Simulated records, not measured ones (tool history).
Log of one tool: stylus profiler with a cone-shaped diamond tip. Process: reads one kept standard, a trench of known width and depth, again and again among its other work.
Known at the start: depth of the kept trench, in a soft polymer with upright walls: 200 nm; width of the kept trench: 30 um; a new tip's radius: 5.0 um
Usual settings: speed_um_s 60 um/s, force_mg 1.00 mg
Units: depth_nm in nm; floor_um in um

{"run": 1, "hour": 0.0, "speed_um_s": 60, "force_mg": 1.0, "depth_nm": 201.18, "floor_um": 26.96}
{"run": 2, "hour": 19.5, "speed_um_s": 60, "force_mg": 1.0, "depth_nm": 200.99, "floor_um": 27.0}
{"run": 3, "hour": 37.0, "speed_um_s": 60, "force_mg": 1.0, "depth_nm": 201.12, "floor_um": 27.02}
{"run": 4, "hour": 54.1, "speed_um_s": 60, "force_mg": 1.0, "depth_nm": 200.96, "floor_um": 27.06}
{"run": 5, "hour": 63.0, "speed_um_s": 60, "force_mg": 1.0, "depth_nm": 200.87, "floor_um": 26.95}
{"run": 6, "hour": 78.1, "speed_um_s": 103, "force_mg": 1.0, "depth_nm": 200.93, "floor_um": 26.89}
{"run": 7, "hour": 95.5, "speed_um_s": 60, "force_mg": 0.58, "depth_nm": 200.91, "floor_um": 26.95}
{"run": 8, "hour": 111.4, "speed_um_s": 60, "force_mg": 0.58, "depth_nm": 200.78, "floor_um": 26.95}
{"run": 9, "hour": 131.0, "speed_um_s": 60, "force_mg": 0.58, "depth_nm": 200.77, "floor_um": 26.96}
{"run": 10, "hour": 143.6, "speed_um_s": 60, "force_mg": 0.58, "depth_nm": 200.78, "floor_um": 26.94}
{"run": 11, "hour": 156.1, "speed_um_s": 60, "force_mg": 1.0, "depth_nm": 201.03, "floor_um": 26.96}
{"run": 12, "hour": 165.9, "speed_um_s": 16, "force_mg": 1.0, "depth_nm": 201.17, "floor_um": 27.14}
{"run": 13, "hour": 184.5, "speed_um_s": 16, "force_mg": 1.0, "depth_nm": 201.07, "floor_um": 27.12}
{"run": 14, "hour": 194.6, "speed_um_s": 191, "force_mg": 1.0, "depth_nm": 201.05, "floor_um": 26.58}
{"run": 15, "hour": 213.5, "speed_um_s": 191, "force_mg": 1.0, "depth_nm": 201.1, "floor_um": 26.55}
{"run": 16, "hour": 227.9, "speed_um_s": 191, "force_mg": 1.0, "depth_nm": 201.12, "floor_um": 26.54}
{"run": 17, "hour": 245.8, "speed_um_s": 88, "force_mg": 1.74, "depth_nm": 201.62, "floor_um": 26.93}
{"run": 18, "hour": 264.2, "speed_um_s": 88, "force_mg": 1.74, "depth_nm": 201.61, "floor_um": 26.97}
{"run": 19, "hour": 277.2, "speed_um_s": 233, "force_mg": 0.42, "depth_nm": 200.56, "floor_um": 26.02}
{"run": 20, "hour": 295.1, "speed_um_s": 97, "force_mg": 1.12, "depth_nm": 201.23, "floor_um": 26.88}
{"run": 21, "hour": 307.6, "speed_um_s": 141, "force_mg": 0.94, "depth_nm": 201.06, "floor_um": 26.75}
{"run": 22, "hour": 326.3, "speed_um_s": 16, "force_mg": 2.08, "depth_nm": 201.74, "floor_um": 27.19}
{"run": 23, "hour": 337.6, "speed_um_s": 97, "force_mg": 2.13, "depth_nm": 201.86, "floor_um": 26.99}
{"run": 24, "hour": 348.7, "speed_um_s": 24, "force_mg": 0.5, "depth_nm": 200.71, "floor_um": 27.11}
{"run": 25, "hour": 358.9, "speed_um_s": 17, "force_mg": 0.35, "depth_nm": 200.62, "floor_um": 27.14}

4 ways to go on from here, each from the tool as it stands after run 25. What would each give?
{"run": "A", "hour": 372.8, "speed_um_s": 117, "force_mg": 1.6, "depth_nm": "?", "floor_um": "?"}
{"run": "B", "hour": 372.8, "speed_um_s": 31, "force_mg": 0.91, "depth_nm": "?", "floor_um": "?"}
{"run": "C", "hour": 372.8, "speed_um_s": 60, "force_mg": 0.57, "depth_nm": "?", "floor_um": "?"}
{"run": "D", "hour": 372.8, "speed_um_s": 234, "force_mg": 0.35, "depth_nm": "?", "floor_um": "?"}

run=A depth_nm=201.58 floor_um=26.88
run=B depth_nm=200.83 floor_um=27.05
run=C depth_nm=200.78 floor_um=26.92
run=D depth_nm=200.35 floor_um=25.88
Without the tool's hidden state the same runs would have given:
run=A depth_nm=201.58 floor_um=26.89
run=B depth_nm=200.83 floor_um=27.06
run=C depth_nm=200.78 floor_um=26.92
run=D depth_nm=200.36 floor_um=25.88

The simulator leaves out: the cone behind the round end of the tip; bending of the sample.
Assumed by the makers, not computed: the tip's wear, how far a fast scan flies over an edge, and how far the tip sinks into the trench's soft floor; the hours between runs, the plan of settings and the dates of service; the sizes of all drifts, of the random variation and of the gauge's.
